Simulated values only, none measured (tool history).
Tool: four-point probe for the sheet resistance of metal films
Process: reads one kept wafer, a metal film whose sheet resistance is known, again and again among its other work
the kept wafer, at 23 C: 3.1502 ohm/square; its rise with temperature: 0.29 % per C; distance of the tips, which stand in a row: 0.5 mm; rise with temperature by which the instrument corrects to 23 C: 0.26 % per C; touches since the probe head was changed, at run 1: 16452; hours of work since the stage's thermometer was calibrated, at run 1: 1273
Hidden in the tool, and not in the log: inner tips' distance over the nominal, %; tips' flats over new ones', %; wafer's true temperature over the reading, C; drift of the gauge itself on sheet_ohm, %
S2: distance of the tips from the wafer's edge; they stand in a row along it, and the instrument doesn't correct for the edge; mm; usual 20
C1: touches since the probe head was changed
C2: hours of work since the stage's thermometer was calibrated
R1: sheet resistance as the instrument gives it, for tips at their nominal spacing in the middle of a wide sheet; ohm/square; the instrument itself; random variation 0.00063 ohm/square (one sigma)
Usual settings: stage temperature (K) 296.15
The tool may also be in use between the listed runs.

{"run": 1, "hour": 0.0, "stage temperature (K)": 296.15, "S2": 20, "C1": 16452, "C2": 1273, "R1": 3.162078}
{"run": 2, "hour": 46.9, "stage temperature (K)": 296.15, "S2": 20, "C1": 17503, "C2": 1310, "R1": 3.163323}
{"run": 3, "hour": 106.1, "stage temperature (K)": 296.15, "S2": 3, "C1": 18830, "C2": 1357, "R1": 3.206961}
{"run": 4, "hour": 174.7, "stage temperature (K)": 296.15, "S2": 3, "C1": 20368, "C2": 1412, "R1": 3.206122}
{"run": 5, "hour": 265.1, "stage temperature (K)": 296.15, "S2": 3, "C1": 22395, "C2": 1484, "R1": 3.206675}
{"run": 6, "hour": 314.1, "stage temperature (K)": 296.15, "S2": 3, "C1": 23492, "C2": 1523, "R1": 3.205889}
{"run": 7, "hour": 394.6, "stage temperature (K)": 296.15, "S2": 3, "C1": 25296, "C2": 1587, "R1": 3.205173}
{"run": 8, "hour": 439.9, "stage temperature (K)": 296.15, "S2": 20, "C1": 26312, "C2": 1623, "R1": 3.15804}
{"run": 9, "hour": 493.8, "stage temperature (K)": 296.15, "S2": 20, "C1": 27520, "C2": 1665, "R1": 3.159114}
{"run": 10, "hour": 539.1, "stage temperature (K)": 296.15, "S2": 20, "C1": 28535, "C2": 1702, "R1": 3.158755}
{"run": 11, "hour": 612.0, "stage temperature (K)": 296.15, "S2": 20, "C1": 30169, "C2": 1760, "R1": 3.156953}
{"run": 12, "hour": 654.3, "stage temperature (K)": 293.15, "S2": 20, "C1": 31118, "C2": 1793, "R1": 3.154049}
{"run": 13, "hour": 710.0, "stage temperature (K)": 293.15, "S2": 20, "C1": 32366, "C2": 1837, "R1": 3.153192}
{"run": 14, "hour": 748.2, "stage temperature (K)": 293.15, "S2": 20, "C1": 33222, "C2": 1868, "R1": 3.153182}
{"run": 15, "hour": 806.3, "stage temperature (K)": 293.15, "S2": 20, "C1": 34524, "C2": 1914, "R1": 3.153641}
{"run": 16, "hour": 859.7, "stage temperature (K)": 297.15, "S2": 22, "C1": 35720, "C2": 1957, "R1": 3.15643}
{"run": 17, "hour": 929.6, "stage temperature (K)": 296.15, "S2": 14, "C1": 37287, "C2": 2012, "R1": 3.155052}
{"run": 18, "hour": 992.1, "stage temperature (K)": 298.15, "S2": 6, "C1": 38688, "C2": 2062, "R1": 3.165819}
{"run": 19, "hour": 1039.1, "stage temperature (K)": 296.15, "S2": 11, "C1": 39741, "C2": 2099, "R1": 3.155495}
{"run": 20, "hour": 1109.7, "stage temperature (K)": 296.15, "S2": 11, "C1": 41325, "C2": 2155, "R1": 3.155852}
{"run": 21, "hour": 1190.0, "stage temperature (K)": 296.15, "S2": 11, "C1": 43124, "C2": 2219, "R1": 3.154352}
{"run": 22, "hour": 1269.2, "stage temperature (K)": 296.15, "S2": 11, "C1": 44898, "C2": 2282, "R1": 3.154793}
{"run": 23, "hour": 1315.4, "stage temperature (K)": 294.15, "S2": 57, "C1": 45934, "C2": 2319, "R1": 3.148523}
{"run": 24, "hour": 1390.7, "stage temperature (K)": 298.15, "S2": 15, "C1": 47623, "C2": 2379, "R1": 3.153283}
{"run": 25, "hour": 1465.3, "stage temperature (K)": 296.15, "S2": 16, "C1": 49294, "C2": 2438, "R1": 3.150511}
{"run": 26, "hour": 1522.9, "stage temperature (K)": 296.15, "S2": 16, "C1": 50585, "C2": 2484, "R1": 3.1491}

Run 27 comes next. What will it give?
{"run": 27, "hour": 1566.8, "stage temperature (K)": 305.15, "S2": 20, "C1": 51569, "C2": 2519, "R1": "?"}

Run 27 gave R1 3.155359 ohm/square.
Without the tool's hidden state the same run would have given R1 3.157965 ohm/square.
